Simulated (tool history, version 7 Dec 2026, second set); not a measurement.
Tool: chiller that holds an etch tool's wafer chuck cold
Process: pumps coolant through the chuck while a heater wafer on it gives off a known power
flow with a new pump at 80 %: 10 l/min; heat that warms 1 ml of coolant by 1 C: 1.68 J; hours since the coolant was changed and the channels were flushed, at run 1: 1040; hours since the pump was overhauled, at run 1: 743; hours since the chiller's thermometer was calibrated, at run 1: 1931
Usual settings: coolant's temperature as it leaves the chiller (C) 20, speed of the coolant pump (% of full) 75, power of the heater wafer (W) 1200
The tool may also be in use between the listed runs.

run	day	coolant's temperature as it leaves the chiller (C)	speed of the coolant pump (% of full)	power of the heater wafer (W)	hours since the coolant was changed and the channels were flushed	hours since the pump was overhauled	hours since the chiller's thermometer was calibrated	chuck's temperature once it has settled (K)	how much warmer the coolant comes back (C)
1	0.000	20	75	1200	1040	743	1931	304.63	4.53
2	0.992	20	75	1200	1063	766	1954	304.60	4.56
3	1.633	20	75	1200	1079	782	1970	304.62	4.52
4	2.375	20	75	1200	1097	800	1988	304.51	4.54
5	3.588	20	75	849	1126	829	2017	301.19	3.20
6	4.425	20	75	849	1146	849	2037	301.30	3.19
7	5.150	20	75	849	1163	866	2054	301.28	3.20
8	5.717	20	75	849	1177	880	2068	301.31	3.25
9	6.967	20	75	849	1207	910	2098	301.27	3.23
10	8.250	20	75	849	1238	941	2129	301.30	3.21
11	8.788	20	65	1200	1251	954	2142	305.87	5.26
12	9.688	10	75	1200	1272	975	2163	294.67	4.57
13	10.971	10	75	1200	1303	1006	2194	294.61	4.57
14	11.500	19	75	1200	1316	1019	2207	303.65	4.54
15	12.629	19	75	1200	1343	1046	2234	303.74	4.55
16	13.900	14	75	1200	1373	1076	2264	298.62	4.57
17	15.146	16	76	1200	1403	1106	2294	300.41	4.49
18	15.917	20	75	706	1422	1125	2313	300.01	2.70
19	16.975	21	75	1200	1447	1150	2338	305.82	4.57
20	17.912	21	75	1200	1470	1173	2361	305.76	4.57
21	18.696	24	75	1200	1488	1191	2379	308.65	4.59
22	19.946	24	75	1200	1518	1221	2409	308.65	4.56

Some steps in chuck's temperature once it has settled (K) between neighbouring runs. How much of each would the tool show without its hidden state too (settings, what came in, random variation), and how much is left for the hidden state, with any gauge scatter that isn't in both results?
The hidden state here: heat passed by the chuck's channels, % of clean ones'; flow at a given pump speed, % of a new pump's; coolant's true temperature over the reading, C; drift of the gauge itself on chuck_c, C; drift of the gauge itself on warmer_back_c, C.
Run 11 -> 12: coolant's temperature as it leaves the chiller (C) 20 -> 10, speed of the coolant pump (% of full) 65 -> 75. chuck's temperature once it has settled (K) -11.20: hidden state +0.01, all else -11.21.
Run 13 -> 14: coolant's temperature as it leaves the chiller (C) 10 -> 19. chuck's temperature once it has settled (K) +9.04: hidden state +0.01, all else +9.03.
Run 17 -> 18: coolant's temperature as it leaves the chiller (C) 16 -> 20, speed of the coolant pump (% of full) 76 -> 75, power of the heater wafer (W) 1200 -> 706. chuck's temperature once it has settled (K) -0.40: hidden state -0.05, all else -0.35.
Run 18 -> 19: coolant's temperature as it leaves the chiller (C) 20 -> 21, power of the heater wafer (W) 706 -> 1200. chuck's temperature once it has settled (K) +5.81: hidden state +0.06, all else +5.75.
